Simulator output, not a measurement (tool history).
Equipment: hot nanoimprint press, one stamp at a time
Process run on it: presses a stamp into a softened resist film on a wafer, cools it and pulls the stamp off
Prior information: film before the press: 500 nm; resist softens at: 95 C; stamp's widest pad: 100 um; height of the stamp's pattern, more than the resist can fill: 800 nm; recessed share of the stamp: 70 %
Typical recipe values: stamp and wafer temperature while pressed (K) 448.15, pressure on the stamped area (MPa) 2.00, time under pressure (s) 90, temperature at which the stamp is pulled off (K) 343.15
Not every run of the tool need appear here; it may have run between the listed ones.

| run | hour | stamp and wafer temperature while pressed (K) | pressure on the stamped area (MPa) | time under pressure (s) | temperature at which the stamp is pulled off (K) | resist left under the stamp's widest pad (Å) | greatest force while the stamp is pulled off (N) |
|---|---|---|---|---|---|---|---|
| 1 | 0.0 | 448.15 | 2.00 | 90 | 343.15 | 2474 | 252 |
| 2 | 70.8 | 448.15 | 2.00 | 90 | 343.15 | 2441 | 255 |
| 3 | 124.8 | 448.15 | 2.00 | 90 | 343.15 | 2453 | 260 |
| 4 | 200.9 | 448.15 | 2.00 | 103 | 343.15 | 2365 | 271 |
| 5 | 272.5 | 448.15 | 2.00 | 103 | 343.15 | 2359 | 282 |
|  | 285.7 | stamp cleaned and given a new release coat |
| 6 | 327.7 | 448.15 | 2.00 | 90 | 343.15 | 2458 | 168 |
| 7 | 368.7 | 448.15 | 2.00 | 90 | 343.15 | 2463 | 176 |
|  | 416.9 | plate thermocouple calibrated |
| 8 | 428.3 | 448.15 | 2.00 | 90 | 343.15 | 2418 | 179 |
| 9 | 486.6 | 448.15 | 2.00 | 90 | 343.15 | 2427 | 185 |
| 10 | 561.2 | 448.15 | 2.00 | 90 | 343.15 | 2418 | 190 |
| 11 | 631.4 | 448.15 | 2.00 | 90 | 343.15 | 2424 | 202 |
| 12 | 695.5 | 448.15 | 2.00 | 90 | 343.15 | 2406 | 214 |
|  | 754.9 | plate thermocouple calibrated, once more |
| 13 | 762.5 | 448.15 | 2.00 | 90 | 343.15 | 2531 | 220 |
| 14 | 827.1 | 448.15 | 2.00 | 90 | 343.15 | 2544 | 224 |
| 15 | 890.6 | 448.15 | 2.00 | 90 | 343.15 | 2546 | 231 |
| 16 | 925.1 | 448.15 | 2.00 | 90 | 343.15 | 2532 | 240 |
| 17 | 989.1 | 448.15 | 2.00 | 90 | 343.15 | 2534 | 248 |
| 18 | 1033.3 | 447.15 | 1.22 | 80 | 343.15 | 3264 | 253 |
| 19 | 1099.2 | 448.15 | 2.00 | 90 | 339.15 | 2542 | 259 |
| 20 | 1159.1 | 448.15 | 2.00 | 90 | 339.15 | 2514 | 273 |
| 21 | 1219.4 | 458.15 | 2.00 | 75 | 339.15 | 1939 | 270 |
| 22 | 1271.6 | 458.15 | 2.00 | 75 | 339.15 | 1935 | 288 |
|  | 1310.3 | stamp cleaned and given a new release coat |
| 23 | 1347.5 | 448.15 | 2.06 | 90 | 340.15 | 2488 | 178 |
|  | 1362.6 | press's hydraulic seals changed and the load cell set to zero |
| 24 | 1413.5 | 443.15 | 2.19 | 78 | 340.15 | 2918 | 179 |
| 25 | 1487.6 | 452.15 | 2.19 | 174 | 340.15 | 1580 | 183 |
|  | 1497.1 | plate thermocouple calibrated |
| 26 | 1525.8 | 449.15 | 2.56 | 90 | 332.15 | 2125 | 203 |
| 27 | 1567.3 | 449.15 | 2.56 | 78 | 330.15 | 2226 | 208 |
| 28 | 1635.4 | 449.15 | 2.56 | 78 | 330.15 | 2249 | 218 |
| 29 | 1697.5 | 449.15 | 1.37 | 53 | 333.15 | 3340 | 219 |

Forecast each of these 3 alternatives for the next run:
| A | 1774.4 | 439.15 | 2.16 | 170 | 343.15 | ? | ? |
| B | 1774.4 | 459.15 | 1.37 | 61 | 333.15 | ? | ? |
| C | 1774.4 | 449.15 | 1.37 | 144 | 333.15 | ? | ? |

| run | resist left under the stamp's widest pad (Å) | greatest force while the stamp is pulled off (N) |
|---|---|---|
| A | 2646 | 218 |
| B | 2382 | 219 |
| C | 2417 | 227 |
Without the tool's hidden state the same runs would have given:
| run | resist left under the stamp's widest pad (Å) | greatest force while the stamp is pulled off (N) |
|---|---|---|
| A | 2652 | 167 |
| B | 2391 | 167 |
| C | 2430 | 174 |
